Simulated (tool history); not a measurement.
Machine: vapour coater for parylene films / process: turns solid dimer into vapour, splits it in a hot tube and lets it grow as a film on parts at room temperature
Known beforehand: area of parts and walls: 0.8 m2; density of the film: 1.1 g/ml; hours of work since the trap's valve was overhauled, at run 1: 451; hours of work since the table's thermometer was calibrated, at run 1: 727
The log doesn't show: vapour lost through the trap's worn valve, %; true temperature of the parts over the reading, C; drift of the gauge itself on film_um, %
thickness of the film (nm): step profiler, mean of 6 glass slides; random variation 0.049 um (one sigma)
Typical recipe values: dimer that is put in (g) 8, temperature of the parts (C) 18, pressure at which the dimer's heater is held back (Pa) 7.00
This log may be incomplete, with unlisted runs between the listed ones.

run	hour	dimer that is put in (g)	temperature of the parts (C)	pressure at which the dimer's heater is held back (Pa)	hours of work since the trap's valve was overhauled	hours of work since the table's thermometer was calibrated	thickness of the film (nm)
1	0.0	8	18	7.00	451	727	5730
# hour 27.5: trap's valve overhauled
2	27.5	8	18	7.00	0	747	5310
3	40.8	8	18	7.00	11	758	5220
4	59.0	8	21	7.00	27	774	5030
5	72.9	8	14	7.00	39	786	5580
6	93.7	8	23	7.00	57	804	4750
7	114.8	8	23	7.00	75	822	4730
8	130.4	8	19	7.00	89	836	5030
9	159.5	8	19	7.00	114	861	5050
# hour 178.4: trap's valve overhauled, once more
10	181.8	8	19	7.00	3	876	6320
11	205.2	8	26	7.00	23	896	5570
12	234.4	8	18	7.00	48	922	6420
13	259.6	4	18	10.70	70	943	2880
14	286.8	8	18	7.21	93	967	6180
15	308.4	8	21	11.58	112	985	5390
16	333.1	8	21	11.58	133	1007	5310
17	362.6	7	11	11.58	159	1032	5400
18	378.7	9	10	11.11	172	1046	7240
19	406.4	8	18	5.53	196	1070	6540
20	420.2	7	18	2.29	208	1082	6870
21	438.6	10	18	7.70	224	1097	7440
22	462.5	10	18	7.70	245	1118	7560
23	480.5	6	18	5.10	260	1133	4840

Below are 5 alternative next runs, each starting from the tool's condition after run 23. Predict each:
# hour 483.5: table's thermometer calibrated
A	510.5	3	10	2.75	285	23	?
# hour 483.5: table's thermometer calibrated
B	510.5	6	11	6.27	285	23	?
# hour 483.5: table's thermometer calibrated
C	510.5	4	18	6.27	285	23	?
# hour 483.5: table's thermometer calibrated
D	510.5	5	18	9.13	285	23	?
# hour 483.5: table's thermometer calibrated
E	510.5	5	24	7.56	285	23	?

run	thickness of the film (nm)
A	3150
B	5250
C	3150
D	3690
E	3430
Without the tool's unlogged condition, the same runs would have read:
run	thickness of the film (nm)
A	3340
B	5580
C	3350
D	3920
E	3640

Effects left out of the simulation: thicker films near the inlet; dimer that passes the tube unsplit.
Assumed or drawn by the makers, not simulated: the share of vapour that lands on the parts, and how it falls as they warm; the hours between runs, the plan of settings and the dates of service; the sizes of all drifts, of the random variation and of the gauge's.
